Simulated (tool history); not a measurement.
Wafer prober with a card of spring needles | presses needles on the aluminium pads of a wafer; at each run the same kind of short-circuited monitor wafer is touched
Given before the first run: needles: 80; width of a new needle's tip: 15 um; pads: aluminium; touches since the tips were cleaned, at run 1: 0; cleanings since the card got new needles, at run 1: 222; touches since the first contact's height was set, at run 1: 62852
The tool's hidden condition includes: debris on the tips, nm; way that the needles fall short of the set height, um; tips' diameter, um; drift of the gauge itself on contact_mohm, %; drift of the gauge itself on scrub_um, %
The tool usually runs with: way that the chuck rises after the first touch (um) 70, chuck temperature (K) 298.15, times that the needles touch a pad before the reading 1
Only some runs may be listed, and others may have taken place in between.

run    hour  way that the chuck rises after the first touch (um)  chuck temperature (K)  times that the needles touch a pad before the reading  touches since the tips were cleaned  cleanings since the card got new needles  touches since the first contact's height was set  resistance of one needle with its contact and lead (mohm)  way that a needle slides on the pad (um)
  1       0                                                   70                 298.15                                                      1                                    0                                       222                                             62852                                                        242                                      8.92
          5  -- tips cleaned on abrasive film
       10.1  -- tips cleaned on abrasive film
       15.1  -- tips cleaned on abrasive film
       20.1  -- tips cleaned on abrasive film
       25.2  -- tips cleaned on abrasive film
       30.2  -- tips cleaned on abrasive film
       34.2  -- tips cleaned on abrasive film
       39.3  -- tips cleaned on abrasive film
       44.3  -- tips cleaned on abrasive film
  2      46                                                   70                 298.15                                                      1                                  842                                       231                                             85058                                                        250                                      8.92
       49.1  -- tips cleaned on abrasive film
       54.1  -- tips cleaned on abrasive film
       59.2  -- tips cleaned on abrasive film
       63.2  -- tips cleaned on abrasive film
       68.2  -- tips cleaned on abrasive film
       72.3  -- tips cleaned on abrasive film
       77.3  -- tips cleaned on abrasive film
       82.4  -- tips cleaned on abrasive film
       87.4  -- tips cleaned on abrasive film
       91.4  -- tips cleaned on abrasive film
       96.5  -- tips cleaned on abrasive film
      101.5  -- tips cleaned on abrasive film
      106.5  -- tips cleaned on abrasive film
      110.6  -- tips cleaned on abrasive film
      115.6  -- tips cleaned on abrasive film
      119.7  -- tips cleaned on abrasive film
      124.7  -- tips cleaned on abrasive film
      128.7  -- tips cleaned on abrasive film
  3   132.4                                                   70                 298.15                                                      1                                 1811                                       249                                            126685                                                        243                                      8.87
      133.5  -- tips cleaned on abrasive film
      138.5  -- tips cleaned on abrasive film
      142.6  -- tips cleaned on abrasive film
      147.6  -- tips cleaned on abrasive film
      151.7  -- tips cleaned on abrasive film
      156.7  -- tips cleaned on abrasive film
      161.7  -- tips cleaned on abrasive film
      165.8  -- tips cleaned on abrasive film
      170.8  -- tips cleaned on abrasive film
      175.9  -- tips cleaned on abrasive film
      180.9  -- tips cleaned on abrasive film
      185.9  -- tips cleaned on abrasive film
        191  -- tips cleaned on abrasive film
        195  -- tips cleaned on abrasive film
        200  -- tips cleaned on abrasive film
      205.1  -- tips cleaned on abrasive film
      210.1  -- tips cleaned on abrasive film
      215.1  -- tips cleaned on abrasive film
      219.2  -- tips cleaned on abrasive film
  4   222.1                                                   70                 298.15                                                      1                                 1418                                       268                                            169861                                                        242                                      8.81
      224.1  -- tips cleaned on abrasive film
      229.2  -- tips cleaned on abrasive film
      234.2  -- tips cleaned on abrasive film
      239.2  -- tips cleaned on abrasive film
      244.3  -- tips cleaned on abrasive film
      249.3  -- tips cleaned on abrasive film
      254.3  -- tips cleaned on abrasive film
      258.4  -- tips cleaned on abrasive film
      263.4  -- tips cleaned on abrasive film
      268.5  -- tips cleaned on abrasive film
      273.5  -- tips cleaned on abrasive film
      277.5  -- tips cleaned on abrasive film
      282.6  -- tips cleaned on abrasive film
      287.6  -- tips cleaned on abrasive film
      299.6  -- card fitted with new needles
      304.6  -- tips cleaned on abrasive film
      309.7  -- tips cleaned on abrasive film
      314.7  -- tips cleaned on abrasive film
      319.7  -- tips cleaned on abrasive film
      323.8  -- tips cleaned on abrasive film
  5     327                                                   70                 298.15                                                      2                                 1589                                         5                                             13243                                                        245                                      8.83
      328.1  -- tips cleaned on abrasive film
      333.1  -- tips cleaned on abrasive film
      338.2  -- tips cleaned on abrasive film
      343.2  -- tips cleaned on abrasive film
      348.2  -- tips cleaned on abrasive film
      353.3  -- tips cleaned on abrasive film
      358.3  -- tips cleaned on abrasive film
      363.3  -- tips cleaned on abrasive film
      368.4  -- tips cleaned on abrasive film
      373.4  -- tips cleaned on abrasive film
  6     377                                                   70                 298.15                                                      1                                 1747                                        15                                             37325                                                        242                                      8.86
        378  -- tips cleaned on abrasive film
      383.1  -- tips cleaned on abrasive film
      388.1  -- tips cleaned on abrasive film
      393.1  -- tips cleaned on abrasive film
      398.2  -- tips cleaned on abrasive film
      403.2  -- tips cleaned on abrasive film
      408.2  -- tips cleaned on abrasive film
      413.3  -- tips cleaned on abrasive film
      418.3  -- tips cleaned on abrasive film
      423.4  -- tips cleaned on abrasive film
      428.4  -- tips cleaned on abrasive film
      433.4  -- tips cleaned on abrasive film
      438.5  -- tips cleaned on abrasive film
      442.5  -- tips cleaned on abrasive film
      447.5  -- tips cleaned on abrasive film
      452.6  -- tips cleaned on abrasive film
      457.6  -- tips cleaned on abrasive film
      462.6  -- tips cleaned on abrasive film
      466.7  -- tips cleaned on abrasive film
      471.7  -- tips cleaned on abrasive film
  7   472.7                                                   70                 298.15                                                      1                                  483                                        35                                             83449                                                        243                                      8.92
      476.7  -- tips cleaned on abrasive film
      481.8  -- tips cleaned on abrasive film
      485.8  -- tips cleaned on abrasive film
      490.9  -- tips cleaned on abrasive film
      495.9  -- tips cleaned on abrasive film
      500.9  -- tips cleaned on abrasive film
        506  -- tips cleaned on abrasive film
        511  -- tips cleaned on abrasive film
        516  -- tips cleaned on abrasive film
      521.1  -- tips cleaned on abrasive film
      525.1  -- tips cleaned on abrasive film
      530.1  -- tips cleaned on abrasive film
      535.2  -- tips cleaned on abrasive film
  8   537.3                                                   70                 298.15                                                      1                                 1045                                        48                                            114599                                                        246                                      8.83
      539.4  -- tips cleaned on abrasive film
      544.4  -- tips cleaned on abrasive film
      549.4  -- tips cleaned on abrasive film
      554.5  -- tips cleaned on abrasive film
      559.5  -- tips cleaned on abrasive film
      564.5  -- tips cleaned on abrasive film
      569.6  -- tips cleaned on abrasive film
      574.6  -- tips cleaned on abrasive film
      579.2  -- tips cleaned on abrasive film
  9   579.2                                                   70                 311.15                                                      1                                    0                                        57                                            134793                                                        247                                      8.79
      583.3  -- tips cleaned on abrasive film
      588.3  -- tips cleaned on abrasive film
      593.4  -- tips cleaned on abrasive film
      597.4  -- tips cleaned on abrasive film
      602.4  -- tips cleaned on abrasive film
      606.5  -- tips cleaned on abrasive film
      611.5  -- tips cleaned on abrasive film
      616.6  -- tips cleaned on abrasive film
      621.6  -- tips cleaned on abrasive film
      625.6  -- tips cleaned on abrasive film
      630.7  -- tips cleaned on abrasive film
      635.7  -- tips cleaned on abrasive film
      640.7  -- tips cleaned on abrasive film
      644.8  -- tips cleaned on abrasive film
      649.8  -- tips cleaned on abrasive film
      654.9  -- tips cleaned on abrasive film
      659.9  -- tips cleaned on abrasive film
      664.9  -- tips cleaned on abrasive film
        670  -- tips cleaned on abrasive film
 10   673.5                                                   70                 311.15                                                      1                                 1740                                        76                                            180234                                                        249                                      8.88
      674.6  -- tips cleaned on abrasive film
      679.6  -- tips cleaned on abrasive film
      684.6  -- tips cleaned on abrasive film
      688.7  -- tips cleaned on abrasive film
      693.7  -- tips cleaned on abrasive film
      698.8  -- tips cleaned on abrasive film
      703.8  -- tips cleaned on abrasive film
      707.8  -- tips cleaned on abrasive film
      712.9  -- tips cleaned on abrasive film
      717.9  -- tips cleaned on abrasive film
      722.9  -- tips cleaned on abrasive film
        727  -- tips cleaned on abrasive film
        732  -- tips cleaned on abrasive film
      736.1  -- tips cleaned on abrasive film
      741.1  -- tips cleaned on abrasive film
      745.1  -- tips cleaned on abrasive film
      750.2  -- tips cleaned on abrasive film
      755.2  -- tips cleaned on abrasive film
      760.2  -- tips cleaned on abrasive film
      765.3  -- tips cleaned on abrasive film
 11   766.2                                                   70                 298.15                                                      3                                  447                                        96                                            224866                                                        247                                      8.76
      770.2  -- tips cleaned on abrasive film
      773.5  -- height of the first contact set anew
      774.6  -- tips cleaned on abrasive film
      779.6  -- tips cleaned on abrasive film
      784.7  -- tips cleaned on abrasive film
      788.7  -- tips cleaned on abrasive film
      793.7  -- tips cleaned on abrasive film
      798.8  -- tips cleaned on abrasive film
      803.8  -- tips cleaned on abrasive film
      808.8  -- tips cleaned on abrasive film
      812.9  -- tips cleaned on abrasive film
      817.9  -- tips cleaned on abrasive film
        823  -- tips cleaned on abrasive film
        828  -- tips cleaned on abrasive film
        833  -- tips cleaned on abrasive film
      838.1  -- tips cleaned on abrasive film
 12   841.8                                                   57                 313.15                                                      1                                 1832                                       111                                             32908                                                        254                                      7.27
      842.9  -- tips cleaned on abrasive film
      847.9  -- tips cleaned on abrasive film
      851.9  -- tips cleaned on abrasive film
        857  -- tips cleaned on abrasive film
        861  -- tips cleaned on abrasive film
      866.1  -- tips cleaned on abrasive film
      870.1  -- tips cleaned on abrasive film
      875.1  -- tips cleaned on abrasive film
      880.2  -- tips cleaned on abrasive film
      885.2  -- tips cleaned on abrasive film
      890.2  -- tips cleaned on abrasive film
      895.3  -- tips cleaned on abrasive film
 13   896.4                                                   85                 302.15                                                      1                                  552                                       123                                             59194                                                        244                                     10.72
      899.4  -- tips cleaned on abrasive film
      903.5  -- tips cleaned on abrasive film
      908.5  -- tips cleaned on abrasive film
      913.6  -- tips cleaned on abrasive film
      918.6  -- tips cleaned on abrasive film
      923.6  -- tips cleaned on abrasive film
      927.7  -- tips cleaned on abrasive film
      932.7  -- tips cleaned on abrasive film
      937.7  -- tips cleaned on abrasive film
      942.8  -- tips cleaned on abrasive film
      947.8  -- tips cleaned on abrasive film
      952.8  -- tips cleaned on abrasive film
      957.9  -- tips cleaned on abrasive film
      961.9  -- tips cleaned on abrasive film
 14   963.7                                                   85                 302.15                                                      1                                  854                                       137                                             91604                                                        243                                     10.75
      966.7  -- tips cleaned on abrasive film
      970.8  -- tips cleaned on abrasive film
      975.8  -- tips cleaned on abrasive film
      979.9  -- tips cleaned on abrasive film
      984.9  -- tips cleaned on abrasive film
      989.9  -- tips cleaned on abrasive film
        995  -- tips cleaned on abrasive film
       1000  -- tips cleaned on abrasive film
       1004  -- tips cleaned on abrasive film
     1009.1  -- tips cleaned on abrasive film
     1014.1  -- tips cleaned on abrasive film
     1018.1  -- tips cleaned on abrasive film
 15  1020.5                                                   85                 302.15                                                      1                                 1178                                       149                                            119002                                                        243                                     10.71

4 options for the next run, each taken on its own from the tool as it stands now. Forecast them:
     1022.6  -- tips cleaned on abrasive film
     1027.6  -- tips cleaned on abrasive film
     1032.7  -- tips cleaned on abrasive film
     1036.7  -- tips cleaned on abrasive film
     1041.8  -- tips cleaned on abrasive film
     1046.8  -- tips cleaned on abrasive film
     1051.8  -- tips cleaned on abrasive film
     1056.9  -- tips cleaned on abrasive film
     1061.9  -- tips cleaned on abrasive film
     1066.9  -- tips cleaned on abrasive film
  A  1069.1                                                   85                 385.15                                                      1                                 1065                                       159                                            142401                                                          ?                                         ?
     1022.6  -- tips cleaned on abrasive film
     1027.6  -- tips cleaned on abrasive film
     1032.7  -- tips cleaned on abrasive film
     1036.7  -- tips cleaned on abrasive film
     1041.8  -- tips cleaned on abrasive film
     1046.8  -- tips cleaned on abrasive film
     1051.8  -- tips cleaned on abrasive film
     1056.9  -- tips cleaned on abrasive film
     1061.9  -- tips cleaned on abrasive film
     1066.9  -- tips cleaned on abrasive film
  B  1069.1                                                   70                 303.15                                                      2                                 1065                                       159                                            142401                                                          ?                                         ?
     1022.6  -- tips cleaned on abrasive film
     1027.6  -- tips cleaned on abrasive film
     1032.7  -- tips cleaned on abrasive film
     1036.7  -- tips cleaned on abrasive film
     1041.8  -- tips cleaned on abrasive film
     1046.8  -- tips cleaned on abrasive film
     1051.8  -- tips cleaned on abrasive film
     1056.9  -- tips cleaned on abrasive film
     1061.9  -- tips cleaned on abrasive film
     1066.9  -- tips cleaned on abrasive film
  C  1069.1                                                   54                 298.15                                                      1                                 1065                                       159                                            142401                                                          ?                                         ?
     1022.6  -- tips cleaned on abrasive film
     1027.6  -- tips cleaned on abrasive film
     1032.7  -- tips cleaned on abrasive film
     1036.7  -- tips cleaned on abrasive film
     1041.8  -- tips cleaned on abrasive film
     1046.8  -- tips cleaned on abrasive film
     1051.8  -- tips cleaned on abrasive film
     1056.9  -- tips cleaned on abrasive film
     1061.9  -- tips cleaned on abrasive film
     1066.9  -- tips cleaned on abrasive film
  D  1069.1                                                   65                 301.15                                                      1                                 1065                                       159                                            142401                                                          ?                                         ?

run  resistance of one needle with its contact and lead (mohm)  way that a needle slides on the pad (um)
  A                                                        264                                     10.63
  B                                                        247                                      8.87
  C                                                        249                                      6.88
  D                                                        243                                      8.12
Take away the tool's hidden state, keep each run's random variation, and the runs would have read:
run  resistance of one needle with its contact and lead (mohm)  way that a needle slides on the pad (um)
  A                                                        264                                     10.63
  B                                                        246                                      8.88
  C                                                        249                                      6.88
  D                                                        243                                      8.13
